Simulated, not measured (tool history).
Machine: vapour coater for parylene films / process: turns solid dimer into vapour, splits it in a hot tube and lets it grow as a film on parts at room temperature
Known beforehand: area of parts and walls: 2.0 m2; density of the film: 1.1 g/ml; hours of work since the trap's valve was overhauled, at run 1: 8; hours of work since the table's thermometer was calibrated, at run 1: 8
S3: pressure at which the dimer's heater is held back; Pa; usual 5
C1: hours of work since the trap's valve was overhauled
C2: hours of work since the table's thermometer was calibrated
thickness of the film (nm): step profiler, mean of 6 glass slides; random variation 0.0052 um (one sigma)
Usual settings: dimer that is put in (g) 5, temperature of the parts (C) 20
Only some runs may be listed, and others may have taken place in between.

Run 1, hour 0: usual settings; C1 8; C2 8. Result: thickness of the film (nm) 1120.
Run 2, hour 35.5: usual settings; C1 23; C2 23. Result: thickness of the film (nm) 1119.
Run 3, hour 78.7: usual settings; C1 42; C2 42. Result: thickness of the film (nm) 1105.
Run 4, hour 123.9: usual settings but dimer that is put in (g) 3; C1 61; C2 61. Result: thickness of the film (nm) 662.
Run 5, hour 175.5: usual settings but temperature of the parts (C) 21; C1 83; C2 83. Result: thickness of the film (nm) 1059.
Run 6, hour 208: usual settings but temperature of the parts (C) 21; C1 97; C2 97. Result: thickness of the film (nm) 1056.
Run 7, hour 262.7: usual settings but dimer that is put in (g) 6; C1 121; C2 121. Result: thickness of the film (nm) 1290.
Run 8, hour 295.2: usual settings but S3 4.49 Pa; C1 135; C2 135. Result: thickness of the film (nm) 1069.
Run 9, hour 358.7: usual settings but dimer that is put in (g) 3, temperature of the parts (C) 17, S3 4.58 Pa; C1 162; C2 162. Result: thickness of the film (nm) 692.

Expected results for the next run?
Run 10, hour 398.3: usual settings but dimer that is put in (g) 3, temperature of the parts (C) 17, S3 4.58 Pa; C1 179; C2 179. Result: thickness of the film (nm) ?.

thickness of the film (nm): 685
Had the tool carried no hidden state, the very same run would have given thickness of the film (nm) 738.
